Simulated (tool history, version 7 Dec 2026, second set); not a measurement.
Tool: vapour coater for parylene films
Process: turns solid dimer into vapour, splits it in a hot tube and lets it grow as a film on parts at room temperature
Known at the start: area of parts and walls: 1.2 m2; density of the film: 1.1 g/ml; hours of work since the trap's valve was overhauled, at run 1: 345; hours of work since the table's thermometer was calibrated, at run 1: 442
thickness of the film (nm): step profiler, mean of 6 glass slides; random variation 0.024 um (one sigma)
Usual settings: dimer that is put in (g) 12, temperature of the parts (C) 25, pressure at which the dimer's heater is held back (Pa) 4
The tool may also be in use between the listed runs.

run   hour  dimer that is put in (g)  temperature of the parts (C)  pressure at which the dimer's heater is held back (Pa)  hours of work since the trap's valve was overhauled  hours of work since the table's thermometer was calibrated  thickness of the film (nm)
  1      0                        12                            25                                                       4                                                  345                                                         442                        4910
  2   15.2                        12                            25                                                       4                                                  351                                                         449                        4910
  3   32.4                        12                            25                                                       4                                                  359                                                         456                        4890
  4   51.6                        12                            25                                                       4                                                  367                                                         464                        4850
  5   74.4                        12                            26                                                       4                                                  377                                                         474                        4700
  6   87.1                        12                            26                                                     5.6                                                  382                                                         480                        4450
  7    113                        12                            25                                                       4                                                  394                                                         491                        4840
  8  125.1                        12                            25                                                       4                                                  399                                                         496                        4880
  9  144.8                         5                            25                                                       4                                                  407                                                         504                        2030
 10  170.2                         5                            25                                                       4                                                  418                                                         515                        2010
 11  182.7                        12                            25                                                       4                                                  424                                                         521                        4830
 12  193.2                        12                            25                                                       4                                                  428                                                         525                        4850
 13  209.2                        12                            27                                                       4                                                  435                                                         532                        4430
 14  229.7                        12                            27                                                       4                                                  444                                                         541                        4430
 15  242.4                        12                            27                                                       4                                                  449                                                         546                        4410
     250.4  -- trap's valve overhauled
 16  258.6                        12                            27                                                       4                                                    3                                                         552                        4420
 17  284.2                        12                            27                                                       4                                                   15                                                         563                        4450
 18  296.3                        12                            25                                                       4                                                   20                                                         568                        4850
 19  310.9                        12                            25                                                       4                                                   26                                                         574                        4750
 20  334.6                        12                            25                                                       4                                                   36                                                         584                        4800
 21  348.4                        12                            25                                                       4                                                   42                                                         590                        4770
     358.2  -- gauge calibrated
 22  364.8                        12                            25                                                       4                                                   49                                                         597                        4910
 23  376.9                        12                            25                                                       4                                                   54                                                         603                        4910
 24  391.2                        12                            25                                                       4                                                   61                                                         609                        4940

Forecast run 25:
 25  410.4                        10                            25                                                    5.25                                                   69                                                         617                           ?

{"run 25": {"thickness of the film (nm)": 3940}}
Without the tool's hidden state the same run would have given thickness of the film (nm) 3960.
